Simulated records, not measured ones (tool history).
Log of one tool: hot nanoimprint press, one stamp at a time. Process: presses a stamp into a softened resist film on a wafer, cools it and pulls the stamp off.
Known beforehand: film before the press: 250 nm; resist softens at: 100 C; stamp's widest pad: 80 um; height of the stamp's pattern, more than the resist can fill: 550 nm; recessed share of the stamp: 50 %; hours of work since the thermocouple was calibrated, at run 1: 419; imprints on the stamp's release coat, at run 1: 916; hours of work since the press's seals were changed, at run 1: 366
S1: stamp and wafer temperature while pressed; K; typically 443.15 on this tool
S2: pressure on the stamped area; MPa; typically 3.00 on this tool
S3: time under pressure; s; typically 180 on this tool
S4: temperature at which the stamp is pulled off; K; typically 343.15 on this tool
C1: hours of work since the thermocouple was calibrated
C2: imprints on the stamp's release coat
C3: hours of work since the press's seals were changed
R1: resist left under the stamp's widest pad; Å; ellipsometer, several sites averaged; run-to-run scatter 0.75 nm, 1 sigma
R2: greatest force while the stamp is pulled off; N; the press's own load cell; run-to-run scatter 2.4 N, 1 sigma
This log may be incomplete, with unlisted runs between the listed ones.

run   hour      S1    S2   S3      S4   C1    C2   C3    R1   R2
  1    0.0  443.15  3.00  180  343.15  419   916  366   936  109
  2   13.9  443.15  3.00  180  343.15  425   939  372   958  110
  3   23.7  443.15  3.00  180  343.15  430   956  376   959  110
  4   45.2  443.15  2.69  180  343.15  439   991  386  1004  109
  5   62.1  443.15  2.69  180  343.15  447  1019  394   995  111
  6   74.6  439.15  2.69  180  343.15  453  1040  400  1167  108
  7   86.0  439.15  2.69  180  343.15  458  1059  405  1173  108
  8  100.3  443.15  3.96  180  343.15  464  1083  411   822  106
  9  120.7  443.15  3.96  180  343.15  474  1116  420   822  113
 10  136.5  443.15  3.96  180  343.15  481  1143  428   799  115
 11  146.7  443.15  3.96  180  343.15  486  1159  432   814  109
 12  156.7  443.15  3.00  149  343.15  490  1176  437  1020  115
 13  166.4  443.15  3.00  180  343.15  494  1192  441   935  110
 14  181.3  443.15  3.00  180  343.15  501  1217  448   940  111
 15  203.7  443.15  2.06  180  343.15  511  1254  458  1142  108
 16  213.0  444.15  2.63  180  343.15  516  1269  462   978  110
     220.9  -- stamp cleaned and given a new release coat
 17  230.1  444.15  2.63  180  343.15  521    15  467   974  104
 18  241.0  444.15  2.63  180  343.15  526    33  472   978  110
 19  253.3  437.15  3.00  171  343.15  531    53  478  1272  111
 20  267.4  449.15  3.00  171  350.15  538    77  484   757   85
     276.9  -- plate thermocouple calibrated
 21  286.8  449.15  3.00  171  350.15    4   104  492   760   90
 22  298.6  443.15  3.00  160  344.15   10   123  497   983  104
 23  311.5  450.15  2.15  100  347.15   16   145  503  1049   94
 24  327.9  443.15  3.41  180  342.15   23   172  510   881  108
 25  337.4  443.15  3.41   93  336.15   27   187  515  1125  127
 26  358.8  447.15  2.61   93  336.15   37   223  524  1102  126
 27  377.5  443.15  3.13  180  350.15   46   254  533   915   86
 28  395.1  437.15  2.20  236  350.15   54   283  541  1266   90
 29  406.9  437.15  2.20  236  350.15   59   303  546  1261   89

Here are 5 independent what-if runs from the current tool condition. What would each one return?
  A  418.7  440.15  3.00  105  349.15  64  322  552   ?   ?
  B  418.7  437.15  1.94  333  337.15  64  322  552   ?   ?
  C  418.7  437.15  2.85  236  350.15  64  322  552   ?   ?
  D  418.7  446.15  4.47  180  341.15  64  322  552   ?   ?
  E  418.7  443.15  1.89  281  343.15  64  322  552   ?   ?

run    R1   R2
  A  1299   93
  B  1196  124
  C  1117   92
  D   666  113
  E  1008  111
Without the tool's unlogged condition, the same runs would have read:
run    R1   R2
  A  1297   93
  B  1194  123
  C  1115   92
  D   664  113
  E  1007  110

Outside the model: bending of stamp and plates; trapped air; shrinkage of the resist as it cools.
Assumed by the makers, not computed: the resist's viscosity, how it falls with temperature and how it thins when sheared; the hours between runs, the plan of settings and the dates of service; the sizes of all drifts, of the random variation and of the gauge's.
